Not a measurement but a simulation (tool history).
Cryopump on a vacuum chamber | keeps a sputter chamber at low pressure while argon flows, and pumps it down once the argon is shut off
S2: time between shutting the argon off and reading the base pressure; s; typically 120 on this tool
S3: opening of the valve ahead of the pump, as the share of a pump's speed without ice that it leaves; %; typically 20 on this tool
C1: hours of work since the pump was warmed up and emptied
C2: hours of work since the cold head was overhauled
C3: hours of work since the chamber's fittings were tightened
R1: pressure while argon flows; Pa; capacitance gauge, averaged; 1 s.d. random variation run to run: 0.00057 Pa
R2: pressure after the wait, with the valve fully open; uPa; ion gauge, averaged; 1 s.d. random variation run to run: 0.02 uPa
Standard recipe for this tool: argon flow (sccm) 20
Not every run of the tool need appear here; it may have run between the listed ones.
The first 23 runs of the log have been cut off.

At hour 1339.3: pump warmed up, emptied and cooled again.
Run 24, hour 1368.9: usual settings but argon flow (sccm) 19, S2 289 s, S3 32 %; C1 26; C2 3995; C3 1255. Result: R1 0.0429 Pa, R2 0.88 uPa.
Run 25, hour 1442.7: usual settings but argon flow (sccm) 19, S2 289 s, S3 32 %; C1 92; C2 4061; C3 1320. Result: R1 0.0418 Pa, R2 0.89 uPa.
Run 26, hour 1518.5: usual settings but argon flow (sccm) 18, S3 56 %; C1 159; C2 4128; C3 1387. Result: R1 0.0229 Pa, R2 1.04 uPa.
Run 27, hour 1579.7: usual settings but argon flow (sccm) 18, S3 56 %; C1 213; C2 4182; C3 1441. Result: R1 0.0242 Pa, R2 1.13 uPa.
Run 28, hour 1648.6: usual settings but argon flow (sccm) 18, S2 63 s, S3 56 %; C1 274; C2 4244; C3 1503. Result: R1 0.0242 Pa, R2 1.26 uPa.
Run 29, hour 1732.8: usual settings but argon flow (sccm) 18, S2 63 s, S3 56 %; C1 349; C2 4318; C3 1577. Result: R1 0.0247 Pa, R2 1.29 uPa.
Run 30, hour 1801.9: usual settings but argon flow (sccm) 18, S2 63 s, S3 56 %; C1 410; C2 4380; C3 1639. Result: R1 0.0249 Pa, R2 1.38 uPa.
Run 31, hour 1872.5: usual settings but argon flow (sccm) 33, S2 63 s, S3 56 %; C1 473; C2 4442; C3 1701. Result: R1 0.0468 Pa, R2 1.49 uPa.
Run 32, hour 1956.4: usual settings but argon flow (sccm) 33, S2 63 s, S3 56 %; C1 547; C2 4517; C3 1776. Result: R1 0.0476 Pa, R2 1.54 uPa.
Run 33, hour 2018.5: usual settings but argon flow (sccm) 19, S2 37 s; C1 602; C2 4572; C3 1831. Result: R1 0.0704 Pa, R2 1.75 uPa.

Forecast each of these 4 alternatives for the next run:
Run A, hour 2083.6: usual settings but argon flow (sccm) 34, S3 51 %; C1 660; C2 4629; C3 1888. Result: R1 ?, R2 ?.
Run B, hour 2083.6: usual settings but argon flow (sccm) 17, S2 37 s; C1 660; C2 4629; C3 1888. Result: R1 ?, R2 ?.
Run C, hour 2083.6: usual settings but argon flow (sccm) 32, S2 84 s, S3 23 %; C1 660; C2 4629; C3 1888. Result: R1 ?, R2 ?.
Run D, hour 2083.6: usual settings but argon flow (sccm) 13, S2 27 s, S3 38 %; C1 660; C2 4629; C3 1888. Result: R1 ?, R2 ?.

run      R1    R2
  A  0.0547  1.51
  B  0.0631   1.9
  C  0.1052  1.62
  D  0.0275  2.12
What these runs would have given with no unlogged condition in the tool:
run      R1    R2
  A  0.0475  0.25
  B  0.0595  0.62
  C  0.0984  0.35
  D  0.0247  0.82
